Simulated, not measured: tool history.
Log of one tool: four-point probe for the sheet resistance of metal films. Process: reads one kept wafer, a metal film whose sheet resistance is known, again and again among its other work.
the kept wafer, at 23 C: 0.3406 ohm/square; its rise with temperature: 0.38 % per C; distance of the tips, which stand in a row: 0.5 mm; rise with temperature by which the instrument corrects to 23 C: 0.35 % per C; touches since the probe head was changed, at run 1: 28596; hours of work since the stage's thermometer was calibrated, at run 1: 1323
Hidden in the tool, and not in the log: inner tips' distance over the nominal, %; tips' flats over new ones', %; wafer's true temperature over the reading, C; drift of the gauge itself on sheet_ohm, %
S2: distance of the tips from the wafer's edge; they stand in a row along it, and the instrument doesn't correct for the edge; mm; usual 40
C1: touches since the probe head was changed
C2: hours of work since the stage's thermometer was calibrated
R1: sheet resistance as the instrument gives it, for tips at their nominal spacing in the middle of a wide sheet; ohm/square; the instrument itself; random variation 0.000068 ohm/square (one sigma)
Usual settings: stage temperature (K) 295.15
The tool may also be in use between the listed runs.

run 1 hour=0.0 | stage_temperature_(K)=295.15 S2=40 | C1=28596 C2=1323 | R1=0.339703
run 2 hour=70.8 | stage_temperature_(K)=295.15 S2=40 | C1=29846 C2=1370 | R1=0.339656
run 3 hour=199.3 | stage_temperature_(K)=295.15 S2=40 | C1=32116 C2=1456 | R1=0.339622
run 4 hour=261.8 | stage_temperature_(K)=302.15 S2=40 | C1=33222 C2=1498 | R1=0.340419
run 5 hour=372.5 | stage_temperature_(K)=302.15 S2=40 | C1=35177 C2=1572 | R1=0.340431
run 6 hour=459.8 | stage_temperature_(K)=302.15 S2=40 | C1=36719 C2=1630 | R1=0.340365
run 7 hour=540.2 | stage_temperature_(K)=302.15 S2=40 | C1=38139 C2=1684 | R1=0.340328
run 8 hour=658.9 | stage_temperature_(K)=295.15 S2=9 | C1=40237 C2=1764 | R1=0.340056
run 9 hour=724.9 | stage_temperature_(K)=295.15 S2=9 | C1=41403 C2=1808 | R1=0.340049
run 10 hour=853.0 | stage_temperature_(K)=295.15 S2=40 | C1=43667 C2=1894 | R1=0.339462
run 11 hour=920.1 | stage_temperature_(K)=295.15 S2=40 | C1=44851 C2=1938 | R1=0.339294
run 12 hour=1024.8 | stage_temperature_(K)=295.15 S2=40 | C1=46701 C2=2008 | R1=0.339534
run 13 hour=1153.9 | stage_temperature_(K)=295.15 S2=40 | C1=48982 C2=2095 | R1=0.339281
run 14 hour=1249.9 | stage_temperature_(K)=295.15 S2=40 | C1=50679 C2=2159 | R1=0.339342
run 15 hour=1331.8 | stage_temperature_(K)=294.15 S2=24 | C1=52126 C2=2214 | R1=0.339253
run 16 hour=1413.4 | stage_temperature_(K)=294.15 S2=24 | C1=53567 C2=2268 | R1=0.339300
run 17 hour=1501.7 | stage_temperature_(K)=294.15 S2=24 | C1=55128 C2=2327 | R1=0.339135
run 18 hour=1582.9 | stage_temperature_(K)=304.15 S2=5 | C1=56562 C2=2382 | R1=0.341886
run 19 hour=1697.2 | stage_temperature_(K)=304.15 S2=5 | C1=58581 C2=2458 | R1=0.341992
run 20 hour=1756.0 | stage_temperature_(K)=303.15 S2=17 | C1=59621 C2=2498 | R1=0.340194
run 21 hour=1876.3 | stage_temperature_(K)=302.15 S2=53 | C1=61746 C2=2578 | R1=0.339974
run 22 hour=1934.3 | stage_temperature_(K)=302.15 S2=53 | C1=62770 C2=2617 | R1=0.339855
run 23 hour=1996.4 | stage_temperature_(K)=302.15 S2=53 | C1=63868 C2=2658 | R1=0.339824
run 24 hour=2105.7 | stage_temperature_(K)=300.15 S2=3 | C1=65799 C2=2732 | R1=0.344606
run 25 hour=2212.0 | stage_temperature_(K)=300.15 S2=3 | C1=67677 C2=2803 | R1=0.344562
run 26 hour=2290.3 | stage_temperature_(K)=305.15 S2=4 | C1=69061 C2=2855 | R1=0.342766

Forecast each of these 5 alternatives for the next run:
run A hour=2407.7 | stage_temperature_(K)=304.15 S2=50 | C1=71135 C2=2934 | R1=?
run B hour=2407.7 | stage_temperature_(K)=294.15 S2=9 | C1=71135 C2=2934 | R1=?
run C hour=2407.7 | stage_temperature_(K)=302.15 S2=5 | C1=71135 C2=2934 | R1=?
run D hour=2407.7 | stage_temperature_(K)=299.15 S2=6 | C1=71135 C2=2934 | R1=?
run E hour=2407.7 | stage_temperature_(K)=305.15 S2=4 | C1=71135 C2=2934 | R1=?

run=A R1=0.339876
run=B R1=0.339369
run=C R1=0.341447
run=D R1=0.340604
run=E R1=0.342851
Without the tool's hidden state the same runs would have given:
run=A R1=0.341465
run=B R1=0.340928
run=C R1=0.343038
run=D R1=0.342183
run=E R1=0.344455
